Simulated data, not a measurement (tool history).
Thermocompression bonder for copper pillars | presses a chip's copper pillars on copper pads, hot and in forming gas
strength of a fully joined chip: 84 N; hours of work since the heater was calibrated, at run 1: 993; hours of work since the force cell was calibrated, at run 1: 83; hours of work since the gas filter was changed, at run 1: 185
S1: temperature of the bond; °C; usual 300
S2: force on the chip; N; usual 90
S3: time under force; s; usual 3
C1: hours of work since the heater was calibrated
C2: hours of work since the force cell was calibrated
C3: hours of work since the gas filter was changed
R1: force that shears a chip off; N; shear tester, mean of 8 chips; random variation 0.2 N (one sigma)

run 1 hour=0 | S1=300 S2=90 S3=3 | C1=993 C2=83 C3=185 | R1=60.7
run 2 hour=12.6 | S1=300 S2=90 S3=3 | C1=999 C2=89 C3=191 | R1=61.1
run 3 hour=24.1 | S1=300 S2=90 S3=3 | C1=1004 C2=94 C3=196 | R1=60.6
run 4 hour=34.6 | S1=300 S2=90 S3=3 | C1=1009 C2=99 C3=201 | R1=61.3
run 5 hour=48.2 | S1=300 S2=90 S3=3 | C1=1015 C2=105 C3=207 | R1=60.9
run 6 hour=63.6 | S1=300 S2=90 S3=3 | C1=1022 C2=112 C3=214 | R1=61
run 7 hour=73.4 | S1=322 S2=90 S3=3 | C1=1026 C2=116 C3=218 | R1=67.7
run 8 hour=85.3 | S1=300 S2=55 S3=3 | C1=1032 C2=121 C3=223 | R1=46.3
run 9 hour=98.3 | S1=300 S2=55 S3=3 | C1=1037 C2=127 C3=229 | R1=46.8
run 10 hour=109.1 | S1=300 S2=55 S3=3 | C1=1042 C2=132 C3=234 | R1=46.6
run 11 hour=123.9 | S1=300 S2=55 S3=3 | C1=1049 C2=139 C3=241 | R1=46.8
run 12 hour=138.8 | S1=300 S2=55 S3=3 | C1=1056 C2=145 C3=247 | R1=46.7
run 13 hour=152.5 | S1=300 S2=90 S3=3 | C1=1062 C2=151 C3=254 | R1=60.7
run 14 hour=162.2 | S1=300 S2=90 S3=3 | C1=1066 C2=156 C3=258 | R1=60.8
run 15 hour=175.7 | S1=300 S2=90 S3=3 | C1=1072 C2=162 C3=264 | R1=60.9
run 16 hour=185.6 | S1=300 S2=90 S3=3 | C1=1077 C2=166 C3=268 | R1=60.5
run 17 hour=198.1 | S1=300 S2=90 S3=3 | C1=1082 C2=172 C3=274 | R1=60.8
run 18 hour=205.6 | S1=300 S2=90 S3=2 | C1=1086 C2=175 C3=277 | R1=54.9
run 19 hour=216 | S1=290 S2=90 S3=3 | C1=1090 C2=180 C3=282 | R1=57.5
run 20 hour=223.1 | S1=290 S2=90 S3=3 | C1=1093 C2=183 C3=285 | R1=57.3
run 21 hour=231.4 | S1=290 S2=90 S3=3 | C1=1097 C2=187 C3=289 | R1=57.5
run 22 hour=245.2 | S1=300 S2=56 S3=3 | C1=1103 C2=193 C3=295 | R1=46.9
run 23 hour=252.6 | S1=303 S2=112 S3=3 | C1=1107 C2=196 C3=299 | R1=66.9
run 24 hour=266.6 | S1=300 S2=73 S3=7 | C1=1113 C2=203 C3=305 | R1=65.9
run 25 hour=279 | S1=296 S2=90 S3=3 | C1=1118 C2=208 C3=310 | R1=59.4
run 26 hour=291.4 | S1=296 S2=90 S3=3 | C1=1124 C2=214 C3=316 | R1=59.1
run 27 hour=306.9 | S1=296 S2=90 S3=3 | C1=1131 C2=221 C3=323 | R1=59.4
run 28 hour=316.9 | S1=308 S2=65 S3=3 | C1=1135 C2=225 C3=327 | R1=54
run 29 hour=331.5 | S1=272 S2=117 S3=2 | C1=1142 C2=232 C3=334 | R1=52.3
run 30 hour=342.2 | S1=278 S2=90 S3=3 | C1=1147 C2=237 C3=339 | R1=52.9
run 31 hour=356.9 | S1=300 S2=90 S3=9 | C1=1153 C2=243 C3=345 | R1=73.2
run 32 hour=365.7 | S1=313 S2=90 S3=4 | C1=1157 C2=247 C3=349 | R1=67.9
run 33 hour=376.6 | S1=313 S2=90 S3=4 | C1=1162 C2=252 C3=354 | R1=68
run 34 hour=383.5 | S1=311 S2=103 S3=3 | C1=1165 C2=255 C3=357 | R1=67.1
run 35 hour=395.6 | S1=325 S2=87 S3=6 | C1=1171 C2=261 C3=363 | R1=73.6
run 36 hour=407.8 | S1=314 S2=67 S3=4 | C1=1176 C2=266 C3=368 | R1=60.4
run 37 hour=421.9 | S1=314 S2=67 S3=4 | C1=1183 C2=272 C3=374 | R1=60.4
run 38 hour=431.5 | S1=311 S2=90 S3=2 | C1=1187 C2=277 C3=379 | R1=58.4
run 39 hour=441.6 | S1=305 S2=58 S3=3 | C1=1191 C2=281 C3=383 | R1=49.3
run 40 hour=452.4 | S1=320 S2=63 S3=3 | C1=1196 C2=286 C3=388 | R1=56.4

Hidden state or all else? Some run-to-run changes of R1, split into what the settings, what came in and random variation would give without the hidden state, and what is left for the hidden state (with any gauge scatter that isn't in both results):
The hidden state here: true temperature of the bond over the reading, C; force that reaches the chip, % of what is set; oxide that the forming gas leaves, % of the face; drift of the gauge itself on shear_n, %.
Run 7 -> 8: S1 322 -> 300, S2 90 -> 55. R1 -21.4 N: hidden state +1.3, all else -22.7.
Run 22 -> 23: S1 300 -> 303, S2 56 -> 112. R1 +20 N: hidden state -1.5, all else +21.5.
Run 30 -> 31: S1 278 -> 300, S3 3 -> 9. R1 +20.3 N: hidden state -3, all else +23.3.
Run 34 -> 35: S1 311 -> 325, S2 103 -> 87, S3 3 -> 6. R1 +6.5 N: hidden state -1.6, all else +8.1.
Run 35 -> 36: S1 325 -> 314, S2 87 -> 67, S3 6 -> 4. R1 -13.2 N: hidden state +2.4, all else -15.6.
